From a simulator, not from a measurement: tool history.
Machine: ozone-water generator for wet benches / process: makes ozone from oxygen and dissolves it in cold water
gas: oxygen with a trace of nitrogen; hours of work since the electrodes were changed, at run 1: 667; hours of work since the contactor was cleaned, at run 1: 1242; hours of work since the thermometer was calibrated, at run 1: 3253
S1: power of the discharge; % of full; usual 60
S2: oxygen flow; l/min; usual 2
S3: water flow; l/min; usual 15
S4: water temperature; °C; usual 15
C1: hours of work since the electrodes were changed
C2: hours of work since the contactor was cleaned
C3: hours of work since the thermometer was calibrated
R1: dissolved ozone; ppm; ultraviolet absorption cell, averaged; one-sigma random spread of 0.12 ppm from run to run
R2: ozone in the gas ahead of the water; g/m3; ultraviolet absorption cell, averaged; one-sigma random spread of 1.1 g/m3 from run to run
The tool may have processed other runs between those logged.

Run 1, day 0: usual settings; C1 667; C2 1242; C3 3253. Result: R1 10.3 ppm, R2 190 g/m3.
Run 2, day 1.538: usual settings but S3 21 l/min; C1 700; C2 1275; C3 3286. Result: R1 7.3 ppm, R2 189.9 g/m3.
Run 3, day 3.729: usual settings but S1 62 % of full; C1 747; C2 1322; C3 3333. Result: R1 10.5 ppm, R2 193 g/m3.
Run 4, day 5.117: usual settings but S1 62 % of full; C1 777; C2 1352; C3 3363. Result: R1 10.4 ppm, R2 195 g/m3.
Run 5, day 6.233: usual settings but S1 62 % of full; C1 801; C2 1376; C3 3386. Result: R1 10.5 ppm, R2 192.1 g/m3.
Run 6, day 7.825: usual settings but S1 62 % of full; C1 835; C2 1410; C3 3421. Result: R1 10.6 ppm, R2 192.1 g/m3.
Run 7, day 9.571: usual settings but S1 40 % of full; C1 873; C2 1447; C3 3458. Result: R1 7.9 ppm, R2 142.1 g/m3.
Run 8, day 11.271: usual settings but S1 40 % of full; C1 909; C2 1484; C3 3495. Result: R1 7.9 ppm, R2 143 g/m3.
Run 9, day 13.508: usual settings but S1 40 % of full; C1 957; C2 1532; C3 3543. Result: R1 7.7 ppm, R2 142.1 g/m3.
Run 10, day 15.092: usual settings but S2 1.49 l/min; C1 991; C2 1566; C3 3577. Result: R1 9.5 ppm, R2 217.5 g/m3.
Run 11, day 16.496: usual settings but S2 1.49 l/min; C1 1022; C2 1596; C3 3607. Result: R1 9.7 ppm, R2 216.9 g/m3.
Run 12, day 18.658: usual settings but S2 1.49 l/min; C1 1068; C2 1642; C3 3653. Result: R1 9.5 ppm, R2 215.9 g/m3.
Run 13, day 21.158: usual settings but S2 1.49 l/min; C1 1122; C2 1696; C3 3707. Result: R1 9.4 ppm, R2 215.6 g/m3.
Run 14, day 22.825: usual settings but S2 1.49 l/min; C1 1157; C2 1732; C3 3743. Result: R1 9.5 ppm, R2 215.8 g/m3.
Run 15, day 24.304: usual settings but S2 1.49 l/min; C1 1189; C2 1764; C3 3774. Result: R1 9.4 ppm, R2 215.1 g/m3.
Run 16, day 25.962: usual settings; C1 1225; C2 1799; C3 3810. Result: R1 10.3 ppm, R2 185.8 g/m3.
Run 17, day 27.679: usual settings but S2 3.03 l/min, S3 11 l/min; C1 1262; C2 1836; C3 3847. Result: R1 14.4 ppm, R2 152.3 g/m3.
Run 18, day 29.896: usual settings but S2 1.99 l/min, S3 11 l/min, S4 10 °C; C1 1309; C2 1884; C3 3894. Result: R1 14.5 ppm, R2 186.3 g/m3.
Run 19, day 32.133: usual settings but S1 98 % of full, S2 3.16 l/min, S4 14 °C; C1 1357; C2 1932; C3 3942. Result: R1 15.6 ppm, R2 208 g/m3.
Run 20, day 33.304: usual settings but S3 10 l/min, S4 19 °C; C1 1382; C2 1957; C3 3968. Result: R1 14.1 ppm, R2 186.4 g/m3.
Run 21, day 34.758: usual settings but S1 72 % of full, S3 10 l/min, S4 19 °C; C1 1414; C2 1988; C3 3999. Result: R1 16.4 ppm, R2 210.8 g/m3.
Run 22, day 35.896: usual settings but S2 1.03 l/min, S4 12 °C; C1 1438; C2 2012; C3 4023. Result: R1 8.6 ppm, R2 261.9 g/m3.
Run 23, day 36.938: usual settings but S1 40 % of full, S2 2.05 l/min, S4 12 °C; C1 1460; C2 2035; C3 4046. Result: R1 7.9 ppm, R2 140.2 g/m3.
Run 24, day 37.975: usual settings but S2 1.5 l/min, S3 19 l/min, S4 13 °C; C1 1483; C2 2057; C3 4068. Result: R1 7.3 ppm, R2 215.7 g/m3.
Run 25, day 39.483: usual settings but S1 91 % of full, S2 1.05 l/min, S3 19 l/min; C1 1515; C2 2089; C3 4100. Result: R1 8.3 ppm, R2 337.4 g/m3.
Run 26, day 41.75: usual settings but S1 91 % of full, S2 1.05 l/min, S3 19 l/min; C1 1564; C2 2138; C3 4149. Result: R1 8.5 ppm, R2 339.9 g/m3.

Run 27 has not been measured yet. What should we expect?
Run 27, day 44.054: usual settings but S3 19 l/min, S4 21 °C; C1 1613; C2 2188; C3 4198. Result: R1 ?, R2 ?.

{"run 27": {"R1": 7.6, "R2": 185.4}}
Take away the tool's hidden state, keep the run-to-run variation as it was, and the same run would have given R1 8 ppm, R2 189.6 g/m3.
